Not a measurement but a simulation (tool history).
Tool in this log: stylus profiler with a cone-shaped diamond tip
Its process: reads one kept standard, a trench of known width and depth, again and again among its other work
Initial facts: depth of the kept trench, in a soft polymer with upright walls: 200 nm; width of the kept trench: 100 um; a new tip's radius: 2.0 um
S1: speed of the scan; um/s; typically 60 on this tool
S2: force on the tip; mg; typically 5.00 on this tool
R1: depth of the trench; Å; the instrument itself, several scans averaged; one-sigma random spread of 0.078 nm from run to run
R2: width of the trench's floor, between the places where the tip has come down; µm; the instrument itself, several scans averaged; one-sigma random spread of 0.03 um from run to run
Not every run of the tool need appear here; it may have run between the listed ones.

Run 1, hour 0.0: usual settings. Result: R1 2025.0 Å, R2 97.51 µm.
Run 2, hour 83.0: usual settings. Result: R1 2025.6 Å, R2 97.50 µm.
Run 3, hour 140.7: usual settings. Result: R1 2024.3 Å, R2 97.47 µm.
Run 4, hour 199.2: usual settings. Result: R1 2025.7 Å, R2 97.46 µm.
Run 5, hour 268.9: usual settings. Result: R1 2025.8 Å, R2 97.45 µm.
Run 6, hour 316.3: usual settings but S2 9.41 mg. Result: R1 2041.6 Å, R2 97.46 µm.
Run 7, hour 405.1: usual settings. Result: R1 2025.8 Å, R2 97.39 µm.
Run 8, hour 459.0: usual settings but S2 2.60 mg. Result: R1 2014.3 Å, R2 97.39 µm.
Run 9, hour 497.4: usual settings but S2 4.93 mg. Result: R1 2023.9 Å, R2 97.41 µm.
Run 10, hour 583.8: usual settings but S1 69 um/s, S2 4.30 mg. Result: R1 2022.4 Å, R2 97.33 µm.
At hour 590.9: height scale calibrated on a step standard.
Run 11, hour 666.1: usual settings but S1 133 um/s, S2 2.46 mg. Result: R1 2008.2 Å, R2 97.23 µm.
Run 12, hour 715.4: usual settings but S1 50 um/s, S2 3.21 mg. Result: R1 2010.7 Å, R2 97.26 µm.
Run 13, hour 763.5: usual settings but S1 50 um/s, S2 3.21 mg. Result: R1 2010.4 Å, R2 97.31 µm.
Run 14, hour 824.0: usual settings but S1 50 um/s, S2 3.21 mg. Result: R1 2009.9 Å, R2 97.31 µm.
Run 15, hour 890.7: usual settings but S1 231 um/s, S2 12.93 mg. Result: R1 2045.3 Å, R2 97.21 µm.
At hour 949.1: height scale calibrated on a step standard, once more.
Run 16, hour 974.7: usual settings but S1 155 um/s, S2 5.38 mg. Result: R1 2033.5 Å, R2 97.13 µm.
Run 17, hour 1027.5: usual settings but S1 155 um/s, S2 5.38 mg. Result: R1 2032.6 Å, R2 97.14 µm.

Each row is a separate what-if for the run after 17, all from the same tool condition, not one after another. Results?
Run A, hour 1064.7: usual settings but S1 31 um/s. Result: R1 ?, R2 ?.
Run B, hour 1064.7: usual settings but S1 168 um/s, S2 5.53 mg. Result: R1 ?, R2 ?.
Run C, hour 1064.7: usual settings but S1 132 um/s, S2 5.20 mg. Result: R1 ?, R2 ?.
Run D, hour 1064.7: usual settings but S1 33 um/s, S2 5.02 mg. Result: R1 ?, R2 ?.

run      R1     R2
  A  2030.0  97.29
  B  2033.6  97.10
  C  2032.1  97.15
  D  2032.4  97.24
With the hidden condition removed and each run's random variation left untouched, the same runs would have given:
run      R1     R2
  A  2030.2  98.24
  B  2033.8  98.05
  C  2032.4  98.11
  D  2032.6  98.20
